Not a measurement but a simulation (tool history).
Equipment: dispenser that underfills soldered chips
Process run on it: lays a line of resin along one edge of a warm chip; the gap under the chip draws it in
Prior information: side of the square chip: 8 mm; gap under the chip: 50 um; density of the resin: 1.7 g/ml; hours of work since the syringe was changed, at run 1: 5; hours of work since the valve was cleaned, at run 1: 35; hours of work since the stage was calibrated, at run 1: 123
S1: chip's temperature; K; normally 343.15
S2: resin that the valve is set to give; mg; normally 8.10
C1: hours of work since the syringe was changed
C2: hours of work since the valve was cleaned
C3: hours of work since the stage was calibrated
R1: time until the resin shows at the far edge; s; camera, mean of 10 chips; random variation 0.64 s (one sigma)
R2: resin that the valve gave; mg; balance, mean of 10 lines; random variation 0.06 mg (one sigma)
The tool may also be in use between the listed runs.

run 1 day=0.000 | S1=343.15 S2=8.10 | C1=5 C2=35 C3=123 | R1=73.2 R2=7.88
-- day=0.050 new syringe of resin
-- day=0.392 new syringe of resin
run 2 day=0.392 | S1=343.15 S2=8.10 | C1=0 C2=41 C3=129 | R1=58.3 R2=7.81
run 3 day=0.704 | S1=343.15 S2=8.10 | C1=5 C2=46 C3=134 | R1=74.9 R2=7.77
-- day=0.758 new syringe of resin
run 4 day=0.971 | S1=343.15 S2=8.10 | C1=4 C2=51 C3=139 | R1=69.4 R2=7.74
-- day=1.129 new syringe of resin
run 5 day=1.362 | S1=343.15 S2=8.10 | C1=4 C2=57 C3=145 | R1=71.6 R2=7.81
-- day=1.488 new syringe of resin
run 6 day=1.804 | S1=343.15 S2=8.10 | C1=5 C2=65 C3=153 | R1=76.2 R2=7.64
-- day=1.850 new syringe of resin
run 7 day=2.158 | S1=343.15 S2=8.10 | C1=5 C2=71 C3=159 | R1=74.3 R2=7.63
-- day=2.192 new syringe of resin
run 8 day=2.375 | S1=353.15 S2=8.10 | C1=3 C2=74 C3=162 | R1=48.1 R2=7.64
-- day=2.542 new syringe of resin
run 9 day=2.808 | S1=342.15 S2=8.10 | C1=5 C2=82 C3=170 | R1=76.8 R2=7.67
-- day=2.896 new syringe of resin
-- day=3.246 new syringe of resin
run 10 day=3.246 | S1=342.15 S2=8.10 | C1=0 C2=89 C3=177 | R1=60.5 R2=7.55
-- day=3.600 new syringe of resin
run 11 day=3.671 | S1=335.15 S2=8.10 | C1=1 C2=96 C3=184 | R1=85.9 R2=7.50
-- day=3.942 new syringe of resin
run 12 day=4.108 | S1=335.15 S2=8.10 | C1=3 C2=103 C3=191 | R1=88.8 R2=7.52
-- day=4.283 new syringe of resin
run 13 day=4.517 | S1=330.15 S2=8.11 | C1=4 C2=110 C3=198 | R1=117.7 R2=7.37
-- day=4.646 new syringe of resin
run 14 day=4.967 | S1=341.15 S2=10.32 | C1=6 C2=118 C3=206 | R1=81.1 R2=9.45
-- day=5.017 new syringe of resin
-- day=5.354 new syringe of resin
run 15 day=5.412 | S1=341.15 S2=10.32 | C1=1 C2=125 C3=213 | R1=65.8 R2=9.39

Predict each of these 3 candidate next runs independently; none follows another, all start after run 15:
-- day=5.708 new syringe of resin
-- day=5.775 dispensing valve cleaned and set on the balance
run A day=5.921 | S1=334.15 S2=8.58 | C1=3 C2=2 C3=221 | R1=? R2=?
-- day=5.708 new syringe of resin
-- day=5.775 dispensing valve cleaned and set on the balance
run B day=5.921 | S1=341.15 S2=7.34 | C1=3 C2=2 C3=221 | R1=? R2=?
-- day=5.708 new syringe of resin
-- day=5.775 dispensing valve cleaned and set on the balance
run C day=5.921 | S1=341.15 S2=9.21 | C1=3 C2=2 C3=221 | R1=? R2=?

run=A R1=92.9 R2=8.68
run=B R1=74.6 R2=7.40
run=C R1=72.0 R2=9.20
Take away the tool's hidden state, keep each run's random variation, and the runs would have read:
run=A R1=78.0 R2=8.68
run=B R1=62.8 R2=7.40
run=C R1=60.6 R2=9.21
